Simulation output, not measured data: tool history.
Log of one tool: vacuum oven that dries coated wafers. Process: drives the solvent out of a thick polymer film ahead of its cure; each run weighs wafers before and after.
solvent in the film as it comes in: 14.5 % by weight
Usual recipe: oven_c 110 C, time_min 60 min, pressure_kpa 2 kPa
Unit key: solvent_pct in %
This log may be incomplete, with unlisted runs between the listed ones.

run,day,oven_c,time_min,pressure_kpa,solvent_pct
1,0,110,60,2,1.73
2,2.8,110,60,2,1.79
3,5.838,110,60,2,1.8
4,8.038,110,60,2,1.86
5,9.671,110,60,2.05,1.8
6,11.6,110,44,2.05,2.77
7,15.321,110,44,2.05,2.85
8,17.429,110,44,2.05,2.82
9,19.046,110,44,2.05,2.91
10,22.271,110,60,2,1.93
11,25.792,110,60,2,1.93
12,28.95,110,60,7.69,3.84
13,31.038,110,56,2,2.16
14,32.917,110,56,2,2.18
# day 33.15: vacuum gauge cleaned of residue and calibrated
15,35.95,110,34,2,4.03
16,38.888,110,34,2,4.06
17,40.658,106,34,2,5.14
18,44.329,106,34,2,5.19
19,47.754,121,34,2,1.58
# day 49.046: vacuum gauge cleaned of residue and calibrated, once more
20,50.567,110,60,2,2.08
# day 54.125: oven's thermocouples calibrated
21,54.125,110,60,2,1.6
22,56.533,110,60,2,1.65
23,58.471,110,60,2,1.63
24,61.638,110,60,2,1.67
25,65.354,115,47,1.84,1.39
26,68.875,99,60,2,4.43
27,72.304,119,60,2,0.76
28,75.55,120,35,1.43,1.24
29,78.4,120,61,1.91,0.63
30,80.217,111,57,2,1.69
31,83.829,107,48,2.59,3.39
32,86.583,114,78,3.29,1.25
33,90.1,114,78,3.29,1.25
34,92.304,114,78,3.29,1.26
35,94.946,123,42,1.38,0.65
36,98.592,117,35,2,2.03
37,100.492,110,85,2,1.18
38,102.371,117,93,1.3,0.43
39,103.892,96,65,1.24,5.05
40,106.65,110,35,5.36,4.74
41,109.929,110,51,2,2.46
42,111.925,108,60,3.05,2.76
43,115.075,107,45,3.84,4.26
44,116.629,125,104,6.1,1.37
45,118.908,125,104,6.1,1.46
46,120.992,98,49,2.14,6
47,123.604,98,49,2.14,6.08

Below are 4 alternative next runs, each starting from the tool's condition after run 47. Predict each:
A,126.388,98,49,6.54,?
B,126.388,97,60,2,?
C,126.388,113,44,1.23,?
D,126.388,98,67,1.4,?

run,solvent_pct
A,7.77
B,5.55
C,2.13
D,4.6
Had the tool no hidden state, the same runs would have come out as:
run,solvent_pct
A,6.99
B,4.78
C,1.62
D,3.84
